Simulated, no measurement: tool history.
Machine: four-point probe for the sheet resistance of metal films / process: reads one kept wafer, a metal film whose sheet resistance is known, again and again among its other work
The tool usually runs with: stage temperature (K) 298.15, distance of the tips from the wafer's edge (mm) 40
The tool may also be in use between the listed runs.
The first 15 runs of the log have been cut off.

run	hour	stage temperature (K)	distance of the tips from the wafer's edge (mm)	touches since the probe head was changed	hours of work since the stage's thermometer was calibrated	sheet resistance as the instrument gives it (ohm/square)
# hour 341.2: stage's thermometer calibrated
16	368.1	298.15	4	75134	21	1.249171
17	403.2	298.15	4	77544	48	1.249428
18	427.0	306.15	40	79176	67	1.234380
19	448.5	306.15	40	80655	84	1.234362
20	467.7	306.15	40	81970	99	1.234531
# hour 476.2: stage's thermometer calibrated, once more
21	488.4	306.15	40	83357	10	1.235606
22	522.9	306.15	40	85723	36	1.235437
# hour 552.1: new probe head fitted
23	552.1	292.15	46	0	58	1.237714
24	568.7	305.15	55	1144	71	1.229619
25	601.9	300.15	55	3418	97	1.232206
26	626.8	301.15	40	5130	117	1.232053
27	657.5	301.15	40	7231	141	1.232214
28	680.9	301.15	40	8837	159	1.232384
29	702.1	301.15	40	10290	175	1.232568
30	718.6	301.15	40	11429	188	1.232175
31	744.8	301.15	40	13222	209	1.232094
32	773.5	301.15	40	15192	231	1.232483
33	802.8	300.15	16	17202	254	1.234287
34	836.5	294.15	26	19516	280	1.237250
35	871.3	307.15	52	21905	307	1.229203
36	902.2	298.15	25	24024	331	1.235119
37	927.7	292.15	13	25770	351	1.239951
38	953.0	302.15	11	27504	371	1.233961

Run 39 is up next; what results do you expect?
39	969.8	302.15	27	28662	384	?

Run 39 gave sheet resistance as the instrument gives it (ohm/square) 1.232985.
If the tool had no hidden condition, the same run with the same run-to-run variation would have returned sheet resistance as the instrument gives it (ohm/square) 1.229042.
